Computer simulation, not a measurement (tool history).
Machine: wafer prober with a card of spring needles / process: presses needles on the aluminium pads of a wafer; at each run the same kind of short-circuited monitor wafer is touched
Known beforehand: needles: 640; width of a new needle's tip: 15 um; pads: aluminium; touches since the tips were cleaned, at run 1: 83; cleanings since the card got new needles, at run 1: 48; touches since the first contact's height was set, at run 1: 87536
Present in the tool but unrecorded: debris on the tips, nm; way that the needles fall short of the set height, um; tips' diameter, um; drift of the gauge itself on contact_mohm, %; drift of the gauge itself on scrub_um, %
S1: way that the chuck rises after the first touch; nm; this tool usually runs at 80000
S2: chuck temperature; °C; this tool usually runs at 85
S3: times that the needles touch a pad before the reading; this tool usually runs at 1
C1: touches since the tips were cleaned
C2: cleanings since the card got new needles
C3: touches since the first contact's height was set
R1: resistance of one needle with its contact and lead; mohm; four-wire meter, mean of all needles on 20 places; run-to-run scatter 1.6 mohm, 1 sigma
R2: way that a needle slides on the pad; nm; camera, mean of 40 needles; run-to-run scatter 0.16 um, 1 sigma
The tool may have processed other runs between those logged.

run,hour,S1,S2,S3,C1,C2,C3,R1,R2
1,0,80000,85,1,83,48,87536,159,14800
# hour 5.7: tips cleaned on abrasive film
# hour 12.7: tips cleaned on abrasive film
# hour 19.8: tips cleaned on abrasive film
# hour 25.5: tips cleaned on abrasive film
# hour 32.5: tips cleaned on abrasive film
# hour 39.6: tips cleaned on abrasive film
2,41.2,80000,85,1,438,54,98533,160,14510
# hour 45.5: tips cleaned on abrasive film
# hour 52.5: tips cleaned on abrasive film
# hour 58.2: tips cleaned on abrasive film
# hour 65.2: tips cleaned on abrasive film
# hour 72.3: tips cleaned on abrasive film
# hour 79.3: tips cleaned on abrasive film
3,80.2,82000,85,1,231,60,108944,160,14610
# hour 85.9: tips cleaned on abrasive film
# hour 92.9: tips cleaned on abrasive film
# hour 99.9: tips cleaned on abrasive film
4,99.9,63000,85,1,0,63,114216,163,10990
# hour 107: tips cleaned on abrasive film
# hour 114.1: tips cleaned on abrasive film
# hour 121.1: tips cleaned on abrasive film
# hour 128.2: tips cleaned on abrasive film
5,130.2,63000,85,1,546,67,122302,169,10570
# hour 134.4: tips cleaned on abrasive film
# hour 141.5: tips cleaned on abrasive film
# hour 148.6: tips cleaned on abrasive film
# hour 154.2: tips cleaned on abrasive film
6,158.1,63000,85,1,1058,71,129768,175,10750
# hour 161: tips cleaned on abrasive film
# hour 168.1: tips cleaned on abrasive film
# hour 173.7: tips cleaned on abrasive film
# hour 180.8: tips cleaned on abrasive film
# hour 187.8: tips cleaned on abrasive film
7,189.5,63000,85,1,454,76,138138,171,10720
# hour 193.8: tips cleaned on abrasive film
# hour 199.4: tips cleaned on abrasive film
# hour 206.5: tips cleaned on abrasive film
# hour 213.5: tips cleaned on abrasive film
# hour 220.6: tips cleaned on abrasive film
8,223.6,93000,85,1,825,81,147254,164,16530
# hour 226.5: tips cleaned on abrasive film
# hour 233.6: tips cleaned on abrasive film
# hour 240.6: tips cleaned on abrasive film
# hour 247.7: tips cleaned on abrasive film
9,252.8,80000,85,1,1381,85,155046,168,13950
# hour 254.3: tips cleaned on abrasive film
# hour 261.3: tips cleaned on abrasive film
# hour 268.4: tips cleaned on abrasive film
# hour 275.5: tips cleaned on abrasive film
10,279,80000,85,1,952,89,162030,167,13580
# hour 281.8: tips cleaned on abrasive film
# hour 288.9: tips cleaned on abrasive film
# hour 296: tips cleaned on abrasive film
# hour 303: tips cleaned on abrasive film
# hour 310.1: tips cleaned on abrasive film
# hour 317.1: tips cleaned on abrasive film
11,318.3,80000,85,3,308,95,172517,162,13670
# hour 323.9: tips cleaned on abrasive film
# hour 331: tips cleaned on abrasive film
# hour 338: tips cleaned on abrasive film
# hour 345.1: tips cleaned on abrasive film
12,347,80000,85,3,505,99,180185,162,13500
# hour 351.2: tips cleaned on abrasive film
# hour 358.3: tips cleaned on abrasive film
# hour 365.3: tips cleaned on abrasive film
# hour 372.4: tips cleaned on abrasive film
# hour 379.4: tips cleaned on abrasive film
# hour 385.1: tips cleaned on abrasive film
# hour 392.2: tips cleaned on abrasive film
13,394.8,75000,85,3,716,106,192967,167,12290
# hour 399.1: tips cleaned on abrasive film
# hour 406.1: tips cleaned on abrasive film
# hour 413.2: tips cleaned on abrasive film
14,417.3,80000,37,2,1107,109,198975,162,13060
# hour 420.2: tips cleaned on abrasive film
# hour 427.2: tips cleaned on abrasive film
# hour 434.3: tips cleaned on abrasive film
# hour 441.2: tips cleaned on abrasive film
15,441.2,80000,115,1,0,113,205351,165,13160
# hour 448.3: tips cleaned on abrasive film
# hour 455.3: tips cleaned on abrasive film
# hour 462.4: tips cleaned on abrasive film
# hour 469.4: tips cleaned on abrasive film
# hour 476.5: tips cleaned on abrasive film
# hour 482.2: tips cleaned on abrasive film
16,482.5,83000,28,1,98,119,216383,153,13820
# hour 488.2: tips cleaned on abrasive film
# hour 495.2: tips cleaned on abrasive film
# hour 502.3: tips cleaned on abrasive film
17,506.9,80000,61,2,1247,122,222908,163,12770
# hour 508.4: tips cleaned on abrasive film
# hour 515.4: tips cleaned on abrasive film
# hour 522.5: tips cleaned on abrasive film
# hour 529.5: tips cleaned on abrasive film
# hour 536.6: tips cleaned on abrasive film
# hour 543.7: tips cleaned on abrasive film
18,545.4,80000,39,1,482,128,233192,160,12800
# hour 549.7: tips cleaned on abrasive film
# hour 550: height of the first contact set anew
# hour 555.7: tips cleaned on abrasive film
# hour 562.7: tips cleaned on abrasive film
# hour 569.8: tips cleaned on abrasive film
19,571.7,80000,39,1,532,132,5810,156,15830
# hour 576: tips cleaned on abrasive film
# hour 583.1: tips cleaned on abrasive film
# hour 590.1: tips cleaned on abrasive film
20,592.6,80000,39,1,673,135,11383,154,15650
# hour 596.9: tips cleaned on abrasive film
# hour 602.5: tips cleaned on abrasive film
# hour 609.6: tips cleaned on abrasive film
# hour 616.6: tips cleaned on abrasive film
# hour 622.3: tips cleaned on abrasive film
21,626.3,85000,67,1,1080,140,20380,162,16110
# hour 629.2: tips cleaned on abrasive film
# hour 636.2: tips cleaned on abrasive film
# hour 643.3: tips cleaned on abrasive film
# hour 649: tips cleaned on abrasive film
# hour 656: tips cleaned on abrasive film
22,661.2,80000,71,2,1410,145,29707,165,15430
# hour 662.7: tips cleaned on abrasive film
# hour 669.8: tips cleaned on abrasive film
# hour 676.8: tips cleaned on abrasive film
# hour 683.9: tips cleaned on abrasive film
23,686.4,65000,85,1,672,149,36411,167,12440
# hour 690.6: tips cleaned on abrasive film
# hour 697.7: tips cleaned on abrasive film
# hour 704.7: tips cleaned on abrasive film
# hour 711.8: tips cleaned on abrasive film
24,716.4,98000,85,1,1236,153,44433,161,18780

Predict each of these 5 candidate next runs independently; none follows another, all start after run 24:
# hour 717.9: tips cleaned on abrasive film
# hour 724.9: tips cleaned on abrasive film
# hour 730.6: tips cleaned on abrasive film
# hour 737.6: tips cleaned on abrasive film
A,738.2,80000,28,1,166,157,50257,?,?
# hour 717.9: tips cleaned on abrasive film
# hour 724.9: tips cleaned on abrasive film
# hour 730.6: tips cleaned on abrasive film
# hour 737.6: tips cleaned on abrasive film
B,738.2,70000,85,2,166,157,50257,?,?
# hour 717.9: tips cleaned on abrasive film
# hour 724.9: tips cleaned on abrasive film
# hour 730.6: tips cleaned on abrasive film
# hour 737.6: tips cleaned on abrasive film
C,738.2,77000,51,1,166,157,50257,?,?
# hour 717.9: tips cleaned on abrasive film
# hour 724.9: tips cleaned on abrasive film
# hour 730.6: tips cleaned on abrasive film
# hour 737.6: tips cleaned on abrasive film
D,738.2,67000,43,2,166,157,50257,?,?
# hour 717.9: tips cleaned on abrasive film
# hour 724.9: tips cleaned on abrasive film
# hour 730.6: tips cleaned on abrasive film
# hour 737.6: tips cleaned on abrasive film
E,738.2,98000,85,2,166,157,50257,?,?

run,R1,R2
A,152,15280
B,165,13090
C,158,14590
D,158,12700
E,160,18990
Without the tool's unlogged condition, the same runs would have read:
run,R1,R2
A,147,15910
B,159,13730
C,152,15220
D,152,13340
E,157,19620
